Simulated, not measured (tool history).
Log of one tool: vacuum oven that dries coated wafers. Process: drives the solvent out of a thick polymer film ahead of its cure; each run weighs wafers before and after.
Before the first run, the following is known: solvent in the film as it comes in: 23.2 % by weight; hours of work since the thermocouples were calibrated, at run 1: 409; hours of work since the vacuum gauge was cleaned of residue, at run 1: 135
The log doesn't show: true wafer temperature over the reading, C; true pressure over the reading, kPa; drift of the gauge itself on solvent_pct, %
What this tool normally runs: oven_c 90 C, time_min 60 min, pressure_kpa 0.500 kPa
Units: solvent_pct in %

run   hour  oven_c  time_min  pressure_kpa  hours of work since the thermocouples were calibrated  hours of work since the vacuum gauge was cleaned of residue  solvent_pct
  1    0.0      90        60         0.500                                                    409                                                          135         1.63
  2   17.2      90        60         0.926                                                    419                                                          146         1.97
  3   28.0      90        60         0.954                                                    426                                                          153         2.10
  4   46.5      90        60         0.954                                                    438                                                          164         2.05
  5   60.4      90        60         0.954                                                    447                                                          173         2.03
  6   76.2      90        60         0.500                                                    457                                                          183         1.61
  7   86.9      76        60         0.500                                                    463                                                          190         5.25
  8  102.7     104        60         0.500                                                    473                                                          200         0.48
  9  121.8     104        60         0.500                                                    485                                                          212         0.50
 10  141.6     104        60         0.500                                                    498                                                          224         0.49
 11  161.2     104        60         1.058                                                    510                                                          236         0.84
 12  175.4     104        60         1.058                                                    519                                                          245         0.82
 13  196.9     104        60         1.058                                                    532                                                          259         0.85
 14  218.4     104        60         1.058                                                    546                                                          272         0.87
 15  237.5      77        60         0.500                                                    558                                                          284         5.11
 16  247.8     101        60         0.323                                                    564                                                          291         0.47
 17  264.6      77       107         0.500                                                    575                                                          301         2.39
 18  285.9      94        60         0.500                                                    588                                                          315         1.18
 19  303.6      90        70         0.255                                                    599                                                          326         0.99
 20  318.3      90        70         0.255                                                    609                                                          335         1.08
 21  340.9      87        70         1.404                                                    623                                                          349         2.75
     344.3  -- oven's thermocouples calibrated
 22  359.9      99        70         1.787                                                     10                                                          360         1.67
 23  374.2      88        67         0.500                                                     19                                                          369         1.86
 24  386.1     104        51         0.665                                                     26                                                          376         0.71
 25  401.3      95        31         1.357                                                     36                                                          386         4.47
     418.3  -- oven's thermocouples calibrated, once more
 26  418.9      90        86         0.500                                                      0                                                          396         0.89
 27  438.7      85        95         0.500                                                     13                                                          408         1.24
 28  455.7      85        95         0.500                                                     24                                                          419         1.24
 29  478.4      79        60         0.500                                                     38                                                          433         4.18
 30  496.6      90        60         1.778                                                     49                                                          445         2.90

Alternative continuations, all from the tool just after run 30; predict every row:
  A  518.5      90       103         1.778                                                     63                                                          458            ?
  B  518.5      94        47         1.327                                                     63                                                          458            ?
  C  518.5      89        34         0.400                                                     63                                                          458            ?

run  solvent_pct
  A         2.20
  B         2.30
  C         4.16
Without the tool's hidden state the same runs would have given:
run  solvent_pct
  A         1.96
  B         2.07
  C         3.89

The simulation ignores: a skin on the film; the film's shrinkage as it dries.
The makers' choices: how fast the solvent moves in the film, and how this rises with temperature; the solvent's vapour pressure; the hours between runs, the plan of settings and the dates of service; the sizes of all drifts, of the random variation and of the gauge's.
